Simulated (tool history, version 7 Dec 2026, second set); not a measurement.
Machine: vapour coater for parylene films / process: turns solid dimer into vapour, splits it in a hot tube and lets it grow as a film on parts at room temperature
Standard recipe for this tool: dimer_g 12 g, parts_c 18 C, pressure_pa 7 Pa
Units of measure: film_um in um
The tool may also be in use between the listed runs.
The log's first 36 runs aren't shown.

| run | day | dimer_g | parts_c | pressure_pa | hours of work since the trap's valve was overhauled | hours of work since the table's thermometer was calibrated | film_um |
|---|---|---|---|---|---|---|---|
| 37 | 22.108 | 10 | 18 | 3.23 | 154 | 896 | 1.83 |
| 38 | 22.625 | 10 | 18 | 3.23 | 163 | 905 | 1.86 |
| 39 | 23.275 | 14 | 18 | 7 | 175 | 917 | 2.12 |
| 40 | 23.842 | 14 | 18 | 7 | 185 | 927 | 2.16 |
| 41 | 24.329 | 14 | 25 | 3.88 | 194 | 935 | 1.82 |
| 42 | 25.133 | 9 | 18 | 7 | 208 | 950 | 1.35 |
| 43 | 25.829 | 9 | 18 | 7 | 220 | 962 | 1.33 |
| 44 | 26.6 | 11 | 18 | 8.3 | 234 | 976 | 1.57 |

5 options for the next run, each taken on its own from the tool as it stands now. Forecast them:
| A | 27.204 | 13 | 18 | 2.94 | 245 | 987 | ? |
| B | 27.204 | 11 | 18 | 8.3 | 245 | 987 | ? |
| C | 27.204 | 9 | 12 | 2.67 | 245 | 987 | ? |
| D | 27.204 | 11 | 12 | 3.13 | 245 | 987 | ? |
| E | 27.204 | 12 | 18 | 7.58 | 245 | 987 | ? |

| run | film_um |
|---|---|
| A | 2.39 |
| B | 1.57 |
| C | 2.16 |
| D | 2.48 |
| E | 1.77 |
Without the tool's unlogged condition, the same runs would have read:
| run | film_um |
|---|---|
| A | 2.52 |
| B | 1.65 |
| C | 2.27 |
| D | 2.61 |
| E | 1.86 |
